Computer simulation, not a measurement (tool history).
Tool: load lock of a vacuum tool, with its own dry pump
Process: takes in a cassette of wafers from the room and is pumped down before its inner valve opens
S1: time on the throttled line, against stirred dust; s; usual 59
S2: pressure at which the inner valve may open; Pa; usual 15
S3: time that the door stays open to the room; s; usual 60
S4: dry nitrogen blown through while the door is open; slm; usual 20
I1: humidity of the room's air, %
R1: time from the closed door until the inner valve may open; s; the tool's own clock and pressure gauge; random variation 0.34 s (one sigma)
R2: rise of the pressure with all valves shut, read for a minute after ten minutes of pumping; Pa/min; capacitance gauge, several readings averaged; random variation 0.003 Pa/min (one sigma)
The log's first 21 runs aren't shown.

{"run": 22, "day": 117.242, "S1": 51, "S2": 15, "S3": 60, "S4": 14, "I1": 44.1, "R1": 92.1, "R2": 0.247}
{"run": 23, "day": 120.575, "S1": 59, "S2": 15, "S3": 45, "S4": 23, "I1": 46.4, "R1": 97.8, "R2": 0.237}
{"run": 24, "day": 127.188, "S1": 51, "S2": 18, "S3": 45, "S4": 11, "I1": 46.1, "R1": 90.7, "R2": 0.261}
{"run": 25, "day": 132.471, "S1": 51, "S2": 22, "S3": 45, "S4": 37, "I1": 41.6, "R1": 89.2, "R2": 0.235}
{"run": 26, "day": 139.983, "S1": 116, "S2": 18, "S3": 60, "S4": 20, "I1": 41.0, "R1": 143.9, "R2": 0.261}
{"run": 27, "day": 145.338, "S1": 116, "S2": 18, "S3": 60, "S4": 20, "I1": 47.0, "R1": 144.7, "R2": 0.265}
{"run": 28, "day": 150.75, "S1": 67, "S2": 15, "S3": 52, "S4": 24, "I1": 44.7, "R1": 105.2, "R2": 0.285}
{"run": 29, "day": 157.467, "S1": 67, "S2": 15, "S3": 52, "S4": 24, "I1": 43.9, "R1": 105.6, "R2": 0.286}
{"run": 30, "day": 161.358, "S1": 59, "S2": 15, "S3": 40, "S4": 10, "I1": 43.8, "R1": 99.1, "R2": 0.292}
{"run": 31, "day": 168.262, "S1": 59, "S2": 15, "S3": 40, "S4": 10, "I1": 44.3, "R1": 98.8, "R2": 0.302}
{"day": 170.238, "done": "dry pump taken out, an overhauled one fitted"}
{"run": 32, "day": 173.746, "S1": 59, "S2": 15, "S3": 60, "S4": 9, "I1": 47.2, "R1": 93.2, "R2": 0.327}
{"run": 33, "day": 179.671, "S1": 74, "S2": 10, "S3": 60, "S4": 25, "I1": 43.9, "R1": 107.7, "R2": 0.303}
{"run": 34, "day": 186.817, "S1": 74, "S2": 10, "S3": 60, "S4": 25, "I1": 41.2, "R1": 107.5, "R2": 0.317}
{"run": 35, "day": 191.646, "S1": 83, "S2": 11, "S3": 80, "S4": 10, "I1": 43.0, "R1": 115.0, "R2": 0.345}
{"run": 36, "day": 198.271, "S1": 83, "S2": 11, "S3": 80, "S4": 10, "I1": 40.2, "R1": 114.5, "R2": 0.36}

The next listed run, before its measurement:
{"run": 37, "day": 201.604, "S1": 78, "S2": 11, "S3": 80, "S4": 20, "I1": 43.6, "R1": "?", "R2": "?"}

{"run 37": {"R1": 111.0, "R2": 0.364}}
Without the tool's hidden state the same run would have given R1 110.8 s, R2 0.053 Pa/min.
